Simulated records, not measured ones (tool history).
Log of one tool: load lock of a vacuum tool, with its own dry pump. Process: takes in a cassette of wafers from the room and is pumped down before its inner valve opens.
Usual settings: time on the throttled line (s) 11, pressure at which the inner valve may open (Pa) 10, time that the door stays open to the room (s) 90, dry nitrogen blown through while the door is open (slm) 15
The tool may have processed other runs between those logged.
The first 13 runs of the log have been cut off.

| run | hour | time on the throttled line (s) | pressure at which the inner valve may open (Pa) | time that the door stays open to the room (s) | dry nitrogen blown through while the door is open (slm) | incoming humidity of the room's air, % | time from the closed door until the inner valve may open (s) | rise of the pressure with all valves shut (Pa/min) |
|---|---|---|---|---|---|---|---|---|
| 14 | 2759.7 | 11 | 10 | 90 | 15 | 39.0 | 30.2 | 0.147 |
| 15 | 3065.9 | 11 | 10 | 90 | 15 | 43.0 | 29.7 | 0.152 |
| 16 | 3331.9 | 11 | 10 | 90 | 26 | 48.5 | 30.0 | 0.153 |
| 17 | 3488.8 | 11 | 10 | 90 | 26 | 42.8 | 30.2 | 0.150 |
| 18 | 3776.6 | 11 | 10 | 90 | 26 | 45.3 | 29.6 | 0.163 |
| 19 | 4077.3 | 11 | 10 | 90 | 26 | 45.3 | 29.8 | 0.161 |
| 20 | 4236.2 | 11 | 9 | 90 | 26 | 46.9 | 30.3 | 0.174 |
| 21 | 4435.5 | 17 | 11 | 90 | 16 | 44.8 | 33.7 | 0.178 |
| 22 | 4709.1 | 17 | 11 | 26 | 37 | 44.1 | 34.3 | 0.152 |
| 23 | 4923.2 | 17 | 11 | 26 | 37 | 47.5 | 34.5 | 0.157 |
| 24 | 5110.9 | 11 | 10 | 69 | 7 | 42.5 | 30.4 | 0.185 |
| 25 | 5300.1 | 11 | 10 | 69 | 7 | 46.2 | 30.2 | 0.195 |
| 26 | 5577.0 | 11 | 10 | 69 | 7 | 43.5 | 30.2 | 0.202 |
| 27 | 5780.9 | 11 | 10 | 69 | 7 | 43.6 | 31.1 | 0.201 |
| 28 | 5934.1 | 21 | 10 | 90 | 15 | 47.6 | 37.1 | 0.207 |
| 29 | 6099.4 | 21 | 10 | 90 | 15 | 47.6 | 37.9 | 0.216 |
| 30 | 6325.2 | 21 | 10 | 90 | 15 | 42.5 | 37.4 | 0.208 |
| 31 | 6630.9 | 11 | 10 | 90 | 22 | 48.2 | 30.7 | 0.214 |
| 32 | 6838.8 | 11 | 10 | 90 | 22 | 43.1 | 31.0 | 0.215 |
| 33 | 7060.6 | 11 | 10 | 90 | 22 | 47.4 | 31.1 | 0.223 |
| 34 | 7347.6 | 16 | 8 | 157 | 15 | 45.7 | 35.0 | 0.252 |
|  | 7535.0 | dry pump taken out, an overhauled one fitted |
| 35 | 7613.6 | 16 | 8 | 157 | 15 | 46.2 | 30.5 | 0.252 |
| 36 | 7897.4 | 19 | 14 | 74 | 8 | 42.3 | 32.9 | 0.242 |
| 37 | 8092.8 | 10 | 14 | 74 | 41 | 44.8 | 25.2 | 0.224 |
| 38 | 8317.5 | 8 | 10 | 90 | 18 | 45.0 | 25.2 | 0.250 |

What if the next run were any one of these 3? Each begins from the tool's condition after run 38:
| A | 8572.5 | 8 | 10 | 138 | 11 | 44.8 | ? | ? |
| B | 8572.5 | 19 | 11 | 90 | 15 | 45.3 | ? | ? |
| C | 8572.5 | 8 | 10 | 179 | 18 | 45.2 | ? | ? |

| run | time from the closed door until the inner valve may open (s) | rise of the pressure with all valves shut (Pa/min) |
|---|---|---|
| A | 24.6 | 0.273 |
| B | 32.6 | 0.261 |
| C | 25.1 | 0.281 |
With the hidden condition removed and each run's random variation left untouched, the same runs would have given:
| run | time from the closed door until the inner valve may open (s) | rise of the pressure with all valves shut (Pa/min) |
|---|---|---|
| A | 24.2 | 0.079 |
| B | 32.2 | 0.062 |
| C | 24.7 | 0.081 |
